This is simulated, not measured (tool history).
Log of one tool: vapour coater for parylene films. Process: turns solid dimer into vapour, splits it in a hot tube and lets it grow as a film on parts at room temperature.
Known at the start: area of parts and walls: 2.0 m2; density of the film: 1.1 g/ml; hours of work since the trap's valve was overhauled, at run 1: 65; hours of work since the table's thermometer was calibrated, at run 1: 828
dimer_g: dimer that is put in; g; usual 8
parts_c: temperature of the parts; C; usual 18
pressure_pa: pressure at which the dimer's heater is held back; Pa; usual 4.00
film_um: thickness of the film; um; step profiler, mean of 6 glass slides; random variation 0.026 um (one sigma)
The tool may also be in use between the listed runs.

| run | day | dimer_g | parts_c | pressure_pa | hours of work since the trap's valve was overhauled | hours of work since the table's thermometer was calibrated | film_um |
|---|---|---|---|---|---|---|---|
| 1 | 0.000 | 8 | 18 | 4.00 | 65 | 828 | 2.11 |
| 2 | 1.167 | 8 | 18 | 4.00 | 87 | 850 | 2.05 |
| 3 | 1.700 | 8 | 18 | 4.00 | 97 | 860 | 2.05 |
| 4 | 2.479 | 8 | 18 | 4.00 | 112 | 875 | 2.04 |
| 5 | 3.550 | 8 | 18 | 4.00 | 132 | 895 | 2.02 |
| 6 | 4.321 | 8 | 18 | 4.00 | 147 | 909 | 2.05 |
| 7 | 5.446 | 8 | 18 | 4.00 | 168 | 931 | 2.03 |
| 8 | 6.746 | 8 | 18 | 4.00 | 193 | 955 | 2.01 |
| 9 | 7.875 | 8 | 18 | 4.00 | 214 | 977 | 2.02 |
| 10 | 9.162 | 8 | 18 | 4.00 | 239 | 1001 | 2.01 |
| 11 | 9.879 | 6 | 17 | 4.00 | 252 | 1015 | 1.57 |
| 12 | 10.696 | 6 | 12 | 8.03 | 268 | 1030 | 1.51 |
| 13 | 11.629 | 6 | 12 | 8.03 | 285 | 1048 | 1.51 |
| 14 | 12.417 | 4 | 12 | 2.10 | 300 | 1063 | 1.34 |

Hidden state or all else? Some run-to-run changes of film_um, split into what the settings, what came in and random variation would give without the hidden state, and what is left for the hidden state (with any gauge scatter that isn't in both results):
The hidden state here: vapour lost through the trap's worn valve, %; true temperature of the parts over the reading, C; drift of the gauge itself on film_um, %.
Run 1 -> 2: no setting changed, nothing entered. film_um -0.06 um: hidden state -0.02, all else -0.04.
Run 10 -> 11: dimer_g 8 -> 6, parts_c 18 -> 17. film_um -0.44 um: hidden state +0.02, all else -0.46.

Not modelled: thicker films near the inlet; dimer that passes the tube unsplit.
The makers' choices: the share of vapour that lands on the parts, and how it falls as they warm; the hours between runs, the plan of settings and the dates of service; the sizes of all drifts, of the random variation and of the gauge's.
